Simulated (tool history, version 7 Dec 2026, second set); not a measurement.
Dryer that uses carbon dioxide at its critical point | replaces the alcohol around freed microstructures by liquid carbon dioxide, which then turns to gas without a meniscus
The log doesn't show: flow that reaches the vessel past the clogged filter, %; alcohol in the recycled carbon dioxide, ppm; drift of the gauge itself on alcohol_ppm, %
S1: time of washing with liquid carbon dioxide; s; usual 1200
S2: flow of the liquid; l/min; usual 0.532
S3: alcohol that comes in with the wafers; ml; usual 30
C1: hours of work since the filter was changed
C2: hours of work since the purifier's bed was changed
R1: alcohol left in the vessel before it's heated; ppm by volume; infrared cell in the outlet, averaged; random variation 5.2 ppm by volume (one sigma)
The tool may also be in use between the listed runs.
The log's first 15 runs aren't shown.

{"run": 16, "hour": 141.7, "S1": 1200, "S2": 0.532, "S3": 30, "C1": 537, "C2": 263, "R1": 225}
{"run": 17, "hour": 147.5, "S1": 1200, "S2": 0.532, "S3": 30, "C1": 539, "C2": 266, "R1": 225}
{"run": 18, "hour": 153.6, "S1": 1380, "S2": 0.506, "S3": 45, "C1": 542, "C2": 268, "R1": 223}
{"run": 19, "hour": 160.6, "S1": 1380, "S2": 0.506, "S3": 22, "C1": 545, "C2": 271, "R1": 132}
{"run": 20, "hour": 168.7, "S1": 960, "S2": 0.506, "S3": 22, "C1": 548, "C2": 275, "R1": 421}
{"run": 21, "hour": 174.5, "S1": 1200, "S2": 0.822, "S3": 30, "C1": 551, "C2": 277, "R1": 74}
{"run": 22, "hour": 181.0, "S1": 780, "S2": 0.397, "S3": 30, "C1": 553, "C2": 280, "R1": 1730}
{"run": 23, "hour": 191.6, "S1": 780, "S2": 0.397, "S3": 30, "C1": 558, "C2": 284, "R1": 1753}
{"run": 24, "hour": 204.3, "S1": 780, "S2": 0.397, "S3": 49, "C1": 563, "C2": 290, "R1": 2836}
{"hour": 209.0, "done": "inlet filter changed"}
{"run": 25, "hour": 213.8, "S1": 1200, "S2": 0.844, "S3": 30, "C1": 2, "C2": 293, "R1": 58}
{"run": 26, "hour": 225.7, "S1": 1200, "S2": 0.844, "S3": 60, "C1": 7, "C2": 298, "R1": 73}
{"run": 27, "hour": 234.7, "S1": 1500, "S2": 0.532, "S3": 30, "C1": 11, "C2": 302, "R1": 89}
{"run": 28, "hour": 241.4, "S1": 1200, "S2": 0.532, "S3": 69, "C1": 14, "C2": 305, "R1": 261}
{"run": 29, "hour": 248.0, "S1": 1200, "S2": 0.532, "S3": 69, "C1": 16, "C2": 308, "R1": 272}
{"run": 30, "hour": 257.9, "S1": 1680, "S2": 0.532, "S3": 98, "C1": 21, "C2": 312, "R1": 105}
{"run": 31, "hour": 267.5, "S1": 1680, "S2": 0.532, "S3": 98, "C1": 25, "C2": 316, "R1": 110}
{"run": 32, "hour": 278.2, "S1": 1200, "S2": 0.624, "S3": 30, "C1": 29, "C2": 320, "R1": 107}
{"run": 33, "hour": 287.8, "S1": 900, "S2": 0.453, "S3": 47, "C1": 33, "C2": 324, "R1": 945}
{"run": 34, "hour": 299.8, "S1": 900, "S2": 0.453, "S3": 47, "C1": 38, "C2": 329, "R1": 949}

Forecast each of these 4 alternatives for the next run:
{"run": "A", "hour": 308.2, "S1": 900, "S2": 0.532, "S3": 57, "C1": 42, "C2": 333, "R1": "?"}
{"run": "B", "hour": 308.2, "S1": 1200, "S2": 0.531, "S3": 47, "C1": 42, "C2": 333, "R1": "?"}
{"run": "C", "hour": 308.2, "S1": 900, "S2": 0.538, "S3": 96, "C1": 42, "C2": 333, "R1": "?"}
{"run": "D", "hour": 308.2, "S1": 780, "S2": 0.453, "S3": 47, "C1": 42, "C2": 333, "R1": "?"}

run=A R1=684
run=B R1=220
run=C R1=1061
run=D R1=1422
Without the tool's hidden state the same runs would have given:
run=A R1=589
run=B R1=144
run=C R1=947
run=D R1=1306
